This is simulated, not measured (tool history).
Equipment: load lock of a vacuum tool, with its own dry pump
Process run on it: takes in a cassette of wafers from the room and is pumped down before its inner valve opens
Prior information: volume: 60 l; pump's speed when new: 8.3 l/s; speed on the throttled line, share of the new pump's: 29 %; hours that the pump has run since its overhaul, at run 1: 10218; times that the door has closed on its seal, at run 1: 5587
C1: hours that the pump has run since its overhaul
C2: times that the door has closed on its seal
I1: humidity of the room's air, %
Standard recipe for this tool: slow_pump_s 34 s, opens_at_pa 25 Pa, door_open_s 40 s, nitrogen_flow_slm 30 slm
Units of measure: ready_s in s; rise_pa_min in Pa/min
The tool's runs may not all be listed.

run 1 hour=0 | slow_pump_s=34 opens_at_pa=25 door_open_s=40 nitrogen_flow_slm=30 | C1=10218 C2=5587 | I1=43.9 | ready_s=89.4 rise_pa_min=0.056
run 2 hour=82.2 | slow_pump_s=34 opens_at_pa=25 door_open_s=82 nitrogen_flow_slm=30 | C1=10300 C2=5696 | I1=45.6 | ready_s=89.6 rise_pa_min=0.071
run 3 hour=176.8 | slow_pump_s=22 opens_at_pa=25 door_open_s=40 nitrogen_flow_slm=30 | C1=10395 C2=5823 | I1=47 | ready_s=81.6 rise_pa_min=0.066
run 4 hour=269 | slow_pump_s=22 opens_at_pa=25 door_open_s=40 nitrogen_flow_slm=30 | C1=10487 C2=5946 | I1=45.5 | ready_s=82 rise_pa_min=0.065
run 5 hour=348.1 | slow_pump_s=34 opens_at_pa=25 door_open_s=40 nitrogen_flow_slm=30 | C1=10566 C2=6052 | I1=45 | ready_s=90.1 rise_pa_min=0.07
run 6 hour=448.1 | slow_pump_s=34 opens_at_pa=39 door_open_s=40 nitrogen_flow_slm=30 | C1=10666 C2=6185 | I1=45.9 | ready_s=86.8 rise_pa_min=0.076
run 7 hour=592.1 | slow_pump_s=34 opens_at_pa=48 door_open_s=40 nitrogen_flow_slm=30 | C1=10810 C2=6377 | I1=47.4 | ready_s=83.8 rise_pa_min=0.076
run 8 hour=694.2 | slow_pump_s=34 opens_at_pa=48 door_open_s=40 nitrogen_flow_slm=30 | C1=10912 C2=6514 | I1=42.9 | ready_s=84 rise_pa_min=0.075
run 9 hour=805.7 | slow_pump_s=34 opens_at_pa=39 door_open_s=40 nitrogen_flow_slm=30 | C1=11024 C2=6663 | I1=47.9 | ready_s=86.1 rise_pa_min=0.08
run 10 hour=941.1 | slow_pump_s=34 opens_at_pa=39 door_open_s=40 nitrogen_flow_slm=30 | C1=11159 C2=6843 | I1=44.9 | ready_s=87.1 rise_pa_min=0.085
run 11 hour=1069.1 | slow_pump_s=34 opens_at_pa=39 door_open_s=40 nitrogen_flow_slm=30 | C1=11287 C2=7014 | I1=44.6 | ready_s=86.5 rise_pa_min=0.081
run 12 hour=1194.6 | slow_pump_s=34 opens_at_pa=39 door_open_s=40 nitrogen_flow_slm=30 | C1=11413 C2=7182 | I1=45.9 | ready_s=86 rise_pa_min=0.088
run 13 hour=1253.2 | slow_pump_s=34 opens_at_pa=39 door_open_s=40 nitrogen_flow_slm=30 | C1=11471 C2=7260 | I1=44.7 | ready_s=87.2 rise_pa_min=0.09
run 14 hour=1353.2 | slow_pump_s=34 opens_at_pa=39 door_open_s=40 nitrogen_flow_slm=30 | C1=11571 C2=7394 | I1=45.4 | ready_s=86.4 rise_pa_min=0.089
run 15 hour=1444.5 | slow_pump_s=34 opens_at_pa=39 door_open_s=40 nitrogen_flow_slm=30 | C1=11663 C2=7515 | I1=46.3 | ready_s=87 rise_pa_min=0.091
run 16 hour=1548.9 | slow_pump_s=34 opens_at_pa=25 door_open_s=40 nitrogen_flow_slm=30 | C1=11767 C2=7655 | I1=49.4 | ready_s=90 rise_pa_min=0.095
run 17 hour=1625.9 | slow_pump_s=34 opens_at_pa=25 door_open_s=40 nitrogen_flow_slm=30 | C1=11844 C2=7758 | I1=40.2 | ready_s=90.6 rise_pa_min=0.094
run 18 hour=1736.7 | slow_pump_s=25 opens_at_pa=25 door_open_s=40 nitrogen_flow_slm=30 | C1=11955 C2=7906 | I1=45.1 | ready_s=84.6 rise_pa_min=0.091
run 19 hour=1846.4 | slow_pump_s=25 opens_at_pa=25 door_open_s=40 nitrogen_flow_slm=30 | C1=12065 C2=8052 | I1=45.9 | ready_s=84.6 rise_pa_min=0.104
run 20 hour=1968.7 | slow_pump_s=33 opens_at_pa=41 door_open_s=232 nitrogen_flow_slm=10 | C1=12187 C2=8215 | I1=43.2 | ready_s=86.4 rise_pa_min=0.138
run 21 hour=2108.9 | slow_pump_s=33 opens_at_pa=41 door_open_s=232 nitrogen_flow_slm=10 | C1=12327 C2=8403 | I1=43.7 | ready_s=86 rise_pa_min=0.146
run 22 hour=2212.1 | slow_pump_s=32 opens_at_pa=44 door_open_s=46 nitrogen_flow_slm=30 | C1=12430 C2=8540 | I1=42.2 | ready_s=84.6 rise_pa_min=0.098
run 23 hour=2324.4 | slow_pump_s=32 opens_at_pa=44 door_open_s=46 nitrogen_flow_slm=30 | C1=12543 C2=8690 | I1=46.7 | ready_s=84.3 rise_pa_min=0.106
run 24 hour=2411.8 | slow_pump_s=34 opens_at_pa=22 door_open_s=40 nitrogen_flow_slm=30 | C1=12630 C2=8807 | I1=47.8 | ready_s=91.6 rise_pa_min=0.109
run 25 hour=2511.5 | slow_pump_s=41 opens_at_pa=25 door_open_s=84 nitrogen_flow_slm=30 | C1=12730 C2=8940 | I1=47.2 | ready_s=95.3 rise_pa_min=0.118
run 26 hour=2622.8 | slow_pump_s=19 opens_at_pa=35 door_open_s=89 nitrogen_flow_slm=31 | C1=12841 C2=9089 | I1=41.5 | ready_s=78.9 rise_pa_min=0.116
run 27 hour=2706.2 | slow_pump_s=34 opens_at_pa=26 door_open_s=49 nitrogen_flow_slm=30 | C1=12924 C2=9200 | I1=46 | ready_s=90.4 rise_pa_min=0.113
run 28 hour=2849.2 | slow_pump_s=25 opens_at_pa=25 door_open_s=85 nitrogen_flow_slm=30 | C1=13067 C2=9391 | I1=45.4 | ready_s=84.8 rise_pa_min=0.117
run 29 hour=2929.2 | slow_pump_s=20 opens_at_pa=21 door_open_s=40 nitrogen_flow_slm=7 | C1=13147 C2=9498 | I1=45.1 | ready_s=83.5 rise_pa_min=0.126
run 30 hour=3058.4 | slow_pump_s=22 opens_at_pa=28 door_open_s=74 nitrogen_flow_slm=16 | C1=13277 C2=9670 | I1=44.4 | ready_s=81.6 rise_pa_min=0.128
run 31 hour=3202 | slow_pump_s=22 opens_at_pa=28 door_open_s=207 nitrogen_flow_slm=16 | C1=13420 C2=9862 | I1=46.5 | ready_s=82.1 rise_pa_min=0.159
run 32 hour=3285.3 | slow_pump_s=26 opens_at_pa=46 door_open_s=132 nitrogen_flow_slm=10 | C1=13504 C2=9973 | I1=45.5 | ready_s=80.7 rise_pa_min=0.143
run 33 hour=3376.5 | slow_pump_s=31 opens_at_pa=19 door_open_s=31 nitrogen_flow_slm=35 | C1=13595 C2=10095 | I1=42.1 | ready_s=91.5 rise_pa_min=0.121
run 34 hour=3448.1 | slow_pump_s=31 opens_at_pa=19 door_open_s=31 nitrogen_flow_slm=35 | C1=13666 C2=10191 | I1=47.7 | ready_s=91.9 rise_pa_min=0.122
run 35 hour=3531.1 | slow_pump_s=31 opens_at_pa=19 door_open_s=31 nitrogen_flow_slm=35 | C1=13749 C2=10301 | I1=43.5 | ready_s=91.4 rise_pa_min=0.122
run 36 hour=3634.6 | slow_pump_s=31 opens_at_pa=26 door_open_s=44 nitrogen_flow_slm=5 | C1=13853 C2=10440 | I1=40.4 | ready_s=88.3 rise_pa_min=0.143
run 37 hour=3763.5 | slow_pump_s=34 opens_at_pa=25 door_open_s=28 nitrogen_flow_slm=21 | C1=13982 C2=10612 | I1=43.6 | ready_s=91.2 rise_pa_min=0.136

Forecast each of these 3 alternatives for the next run:
run A hour=3902 | slow_pump_s=19 opens_at_pa=25 door_open_s=91 nitrogen_flow_slm=6 | C1=14120 C2=10797 | I1=43.7 | ready_s=? rise_pa_min=?
run B hour=3902 | slow_pump_s=34 opens_at_pa=20 door_open_s=196 nitrogen_flow_slm=9 | C1=14120 C2=10797 | I1=45.5 | ready_s=? rise_pa_min=?
run C hour=3902 | slow_pump_s=34 opens_at_pa=24 door_open_s=40 nitrogen_flow_slm=30 | C1=14120 C2=10797 | I1=44.8 | ready_s=? rise_pa_min=?

run=A ready_s=81 rise_pa_min=0.153
run=B ready_s=93.3 rise_pa_min=0.18
run=C ready_s=91.7 rise_pa_min=0.134
With no hidden state in the tool, these same runs would have given:
run=A ready_s=73.5 rise_pa_min=0.034
run=B ready_s=86.1 rise_pa_min=0.058
run=C ready_s=84.7 rise_pa_min=0.016
